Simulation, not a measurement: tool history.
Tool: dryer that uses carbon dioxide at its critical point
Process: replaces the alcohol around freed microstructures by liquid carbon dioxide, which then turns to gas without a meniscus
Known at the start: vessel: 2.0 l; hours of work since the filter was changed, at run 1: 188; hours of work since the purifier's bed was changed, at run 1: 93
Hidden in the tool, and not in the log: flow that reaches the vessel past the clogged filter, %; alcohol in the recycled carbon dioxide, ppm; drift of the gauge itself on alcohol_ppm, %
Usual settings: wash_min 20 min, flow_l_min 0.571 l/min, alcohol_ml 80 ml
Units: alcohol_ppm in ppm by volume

run	day	wash_min	flow_l_min	alcohol_ml	hours of work since the filter was changed	hours of work since the purifier's bed was changed	alcohol_ppm
1	0	20	0.571	80	188	93	716
2	1.1	20	0.571	80	208	113	737
3	2.654	20	0.571	80	238	143	748
4	4.5	20	0.571	61	273	178	617
5	5.546	20	0.571	21	293	198	227
6	6.412	19	0.571	21	309	214	267
7	7.967	20	0.571	44	338	243	476
8	9.771	20	0.571	44	373	278	485
9	11.567	17	0.571	80	407	312	1552
10	12.917	17	0.571	80	432	337	1565
11	14.292	29	0.571	80	458	363	208
12	15.217	20	0.587	80	476	381	827
13	16.304	20	0.587	80	496	401	883
14	17.654	20	0.587	80	522	427	865
# day 18.329: inlet filter changed
15	19.538	20	0.587	35	23	462	292
16	20.825	31	0.352	32	47	486	344

Forecast run 17:
17	21.592	16	0.406	27	62	501	?

Run 17 gave alcohol_ppm 1322 ppm by volume.
Without the tool's hidden state the same run would have given alcohol_ppm 1218 ppm by volume.
